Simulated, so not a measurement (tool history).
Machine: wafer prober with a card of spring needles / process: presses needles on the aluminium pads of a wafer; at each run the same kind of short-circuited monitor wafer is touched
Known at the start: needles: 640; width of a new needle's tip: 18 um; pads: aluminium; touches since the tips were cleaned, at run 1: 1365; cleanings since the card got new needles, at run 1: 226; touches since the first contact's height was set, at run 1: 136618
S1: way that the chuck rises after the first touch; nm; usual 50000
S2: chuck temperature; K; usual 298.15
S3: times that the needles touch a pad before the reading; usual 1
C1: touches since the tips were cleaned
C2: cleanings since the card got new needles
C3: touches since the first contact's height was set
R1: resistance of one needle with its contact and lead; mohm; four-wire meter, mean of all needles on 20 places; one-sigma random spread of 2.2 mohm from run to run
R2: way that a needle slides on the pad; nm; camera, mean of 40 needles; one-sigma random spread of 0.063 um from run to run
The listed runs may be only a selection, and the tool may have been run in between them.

Run 1, hour 0: usual settings; C1 1365; C2 226; C3 136618. Result: R1 379 mohm, R2 7460 nm.
At hour 3.2: tips cleaned on abrasive film.
At hour 11: tips cleaned on abrasive film.
At hour 18.8: tips cleaned on abrasive film.
At hour 26.6: tips cleaned on abrasive film.
At hour 34.4: tips cleaned on abrasive film.
Run 2, hour 35.7: usual settings but S2 309.15 K; C1 434; C2 231; C3 148031. Result: R1 312 mohm, R2 7410 nm.
At hour 42: tips cleaned on abrasive film.
At hour 49.8: tips cleaned on abrasive film.
At hour 57.6: tips cleaned on abrasive film.
At hour 63.9: tips cleaned on abrasive film.
At hour 70.5: tips cleaned on abrasive film.
Run 3, hour 70.5: usual settings but S1 43000 nm; C1 0; C2 236; C3 159112. Result: R1 280 mohm, R2 6020 nm.
At hour 78.3: tips cleaned on abrasive film.
At hour 86.1: tips cleaned on abrasive film.
At hour 92.3: tips cleaned on abrasive film.
At hour 100.2: tips cleaned on abrasive film.
Run 4, hour 105.8: usual settings but S1 43000 nm; C1 1822; C2 240; C3 170414. Result: R1 516 mohm, R2 6130 nm.
At hour 107.4: tips cleaned on abrasive film.
At hour 113.7: tips cleaned on abrasive film.
At hour 121.5: tips cleaned on abrasive film.
At hour 129.3: tips cleaned on abrasive film.
Run 5, hour 130.5: usual settings but S1 43000 nm; C1 378; C2 244; C3 178278. Result: R1 330 mohm, R2 5970 nm.
At hour 136.7: tips cleaned on abrasive film.
At hour 143: tips cleaned on abrasive film.
At hour 149.3: tips cleaned on abrasive film.
At hour 157.1: tips cleaned on abrasive film.
Run 6, hour 160.3: usual settings; C1 1042; C2 248; C3 187804. Result: R1 373 mohm, R2 7010 nm.
At hour 163.5: tips cleaned on abrasive film.
At hour 169.8: tips cleaned on abrasive film.
At hour 177.6: tips cleaned on abrasive film.
At hour 185.4: tips cleaned on abrasive film.
At hour 193.2: tips cleaned on abrasive film.
At hour 193.5: height of the first contact set anew.
Run 7, hour 198.2: usual settings; C1 1527; C2 253; C3 1527. Result: R1 369 mohm, R2 8450 nm.
At hour 199.8: tips cleaned on abrasive film.
At hour 207.6: tips cleaned on abrasive film.
At hour 215.5: tips cleaned on abrasive film.
Run 8, hour 215.6: usual settings but S1 54000 nm; C1 37; C2 256; C3 7050. Result: R1 261 mohm, R2 9130 nm.
At hour 221.8: tips cleaned on abrasive film.
At hour 229.6: tips cleaned on abrasive film.
At hour 237.5: tips cleaned on abrasive film.
Run 9, hour 237.6: usual settings but S2 396.15 K; C1 61; C2 259; C3 14100. Result: R1 291 mohm, R2 8240 nm.
At hour 243.9: tips cleaned on abrasive film.
At hour 250.2: tips cleaned on abrasive film.
At hour 258: tips cleaned on abrasive film.
At hour 265.8: tips cleaned on abrasive film.
At hour 272.1: tips cleaned on abrasive film.
Run 10, hour 277.1: usual settings; C1 1621; C2 264; C3 26701. Result: R1 365 mohm, R2 8310 nm.
At hour 278.7: tips cleaned on abrasive film.
At hour 286.5: tips cleaned on abrasive film.
At hour 294.3: tips cleaned on abrasive film.
At hour 302.1: tips cleaned on abrasive film.
At hour 308.4: tips cleaned on abrasive film.
Run 11, hour 309.6: usual settings; C1 380; C2 269; C3 37064. Result: R1 307 mohm, R2 8200 nm.
At hour 315.8: tips cleaned on abrasive film.
At hour 323.6: tips cleaned on abrasive film.
At hour 329.9: tips cleaned on abrasive film.
At hour 337.7: tips cleaned on abrasive film.
At hour 344: tips cleaned on abrasive film.
Run 12, hour 347.8: usual settings; C1 1226; C2 274; C3 49271. Result: R1 378 mohm, R2 8110 nm.
At hour 351: tips cleaned on abrasive film.
At hour 358.8: tips cleaned on abrasive film.
At hour 366.6: tips cleaned on abrasive film.
At hour 374.4: tips cleaned on abrasive film.
At hour 380.6: tips cleaned on abrasive film.
Run 13, hour 380.8: usual settings; C1 56; C2 279; C3 59808. Result: R1 266 mohm, R2 7950 nm.
At hour 387.1: tips cleaned on abrasive film.
At hour 394.9: tips cleaned on abrasive film.
Run 14, hour 399.6: usual settings; C1 1520; C2 281; C3 65818. Result: R1 400 mohm, R2 8040 nm.
At hour 401.2: tips cleaned on abrasive film.
At hour 409: tips cleaned on abrasive film.
At hour 416.8: tips cleaned on abrasive film.
Run 15, hour 420.4: usual settings but S1 33000 nm, S2 302.15 K, S3 2; C1 1138; C2 284; C3 72449. Result: R1 439 mohm, R2 5000 nm.
At hour 423.5: tips cleaned on abrasive film.
At hour 431.4: tips cleaned on abrasive film.
At hour 439.2: tips cleaned on abrasive film.
Run 16, hour 443.2: usual settings but S1 41000 nm, S2 331.15 K, S3 2; C1 1320; C2 287; C3 79757. Result: R1 373 mohm, R2 6420 nm.
At hour 446.4: tips cleaned on abrasive film.
At hour 452.7: tips cleaned on abrasive film.
At hour 459: tips cleaned on abrasive film.
At hour 466.8: tips cleaned on abrasive film.
At hour 474.6: tips cleaned on abrasive film.
Run 17, hour 475.5: usual settings but S1 41000 nm, S2 331.15 K, S3 2; C1 290; C2 292; C3 90029. Result: R1 311 mohm, R2 6240 nm.
At hour 481.7: tips cleaned on abrasive film.
At hour 489.5: tips cleaned on abrasive film.
Run 18, hour 494.8: usual settings but S1 41000 nm, S2 331.15 K, S3 2; C1 1702; C2 294; C3 96223. Result: R1 402 mohm, R2 6310 nm.
At hour 496.4: tips cleaned on abrasive film.
At hour 502.7: tips cleaned on abrasive film.
At hour 509: tips cleaned on abrasive film.
At hour 516.8: tips cleaned on abrasive film.
At hour 523.5: tips cleaned on abrasive film.
Run 19, hour 523.5: usual settings but S1 41000 nm, S2 363.15 K, S3 2; C1 0; C2 299; C3 105355. Result: R1 284 mohm, R2 6070 nm.
At hour 529.8: tips cleaned on abrasive film.
At hour 537.6: tips cleaned on abrasive film.
At hour 545.4: tips cleaned on abrasive film.
At hour 553.2: tips cleaned on abrasive film.
At hour 561: tips cleaned on abrasive film.
Run 20, hour 561.6: usual settings but S2 339.15 K, S3 3; C1 200; C2 304; C3 117534. Result: R1 275 mohm, R2 7510 nm.
At hour 567.9: tips cleaned on abrasive film.
At hour 574.1: tips cleaned on abrasive film.
At hour 581.9: tips cleaned on abrasive film.
At hour 588.2: tips cleaned on abrasive film.
At hour 595.6: tips cleaned on abrasive film.
Run 21, hour 595.6: usual settings but S1 43000 nm, S2 339.15 K; C1 0; C2 309; C3 128374. Result: R1 294 mohm, R2 6390 nm.
At hour 601.9: tips cleaned on abrasive film.
At hour 609.7: tips cleaned on abrasive film.
At hour 615.9: tips cleaned on abrasive film.
At hour 623.7: tips cleaned on abrasive film.
At hour 630: tips cleaned on abrasive film.
At hour 636.3: tips cleaned on abrasive film.
Run 22, hour 636.8: usual settings but S3 2; C1 183; C2 315; C3 141534. Result: R1 278 mohm, R2 7500 nm.
At hour 643.1: tips cleaned on abrasive film.
At hour 649.4: tips cleaned on abrasive film.
At hour 657.2: tips cleaned on abrasive film.
At hour 663.4: tips cleaned on abrasive film.
At hour 671.3: tips cleaned on abrasive film.
Run 23, hour 673.9: usual settings but S1 58000 nm, S2 323.15 K, S3 3; C1 871; C2 320; C3 153385. Result: R1 279 mohm, R2 8670 nm.
At hour 678.7: tips cleaned on abrasive film.
At hour 686.5: tips cleaned on abrasive film.
At hour 694.3: tips cleaned on abrasive film.
At hour 702.1: tips cleaned on abrasive film.
Run 24, hour 707.6: usual settings but S1 41000 nm; C1 1773; C2 324; C3 164142. Result: R1 584 mohm, R2 5660 nm.
At hour 709.2: tips cleaned on abrasive film.
At hour 717: tips cleaned on abrasive film.
At hour 724.8: tips cleaned on abrasive film.
Run 25, hour 727.5: usual settings but S1 41000 nm, S3 3; C1 868; C2 327; C3 170500. Result: R1 343 mohm, R2 5710 nm.
At hour 732.2: tips cleaned on abrasive film.
At hour 740: tips cleaned on abrasive film.
At hour 747.8: tips cleaned on abrasive film.
At hour 755.7: tips cleaned on abrasive film.
At hour 767.7: card fitted with new needles.
Run 26, hour 772.6: usual settings but S3 3; C1 1596; C2 0; C3 1596. Result: R1 261 mohm, R2 8510 nm.

Forecast each of these 3 alternatives for the next run:
At hour 774.2: tips cleaned on abrasive film.
At hour 780.5: tips cleaned on abrasive film.
At hour 788.3: tips cleaned on abrasive film.
At hour 796.1: tips cleaned on abrasive film.
At hour 803.9: tips cleaned on abrasive film.
Run A, hour 806.5: usual settings but S1 56000 nm, S2 360.15 K, S3 3; C1 844; C2 5; C3 12422. Result: R1 ?, R2 ?.
At hour 774.2: tips cleaned on abrasive film.
At hour 780.5: tips cleaned on abrasive film.
At hour 788.3: tips cleaned on abrasive film.
At hour 796.1: tips cleaned on abrasive film.
At hour 803.9: tips cleaned on abrasive film.
Run B, hour 806.5: usual settings but S1 44000 nm, S2 314.15 K, S3 2; C1 844; C2 5; C3 12422. Result: R1 ?, R2 ?.
At hour 774.2: tips cleaned on abrasive film.
At hour 780.5: tips cleaned on abrasive film.
At hour 788.3: tips cleaned on abrasive film.
At hour 796.1: tips cleaned on abrasive film.
At hour 803.9: tips cleaned on abrasive film.
Run C, hour 806.5: usual settings but S1 37000 nm, S2 308.15 K; C1 844; C2 5; C3 12422. Result: R1 ?, R2 ?.

run   R1    R2
  A  270  9420
  B  275  7490
  C  311  6210
Had the tool no hidden state, the same runs would have come out as:
run   R1    R2
  A  259  9520
  B  246  7600
  C  244  6310
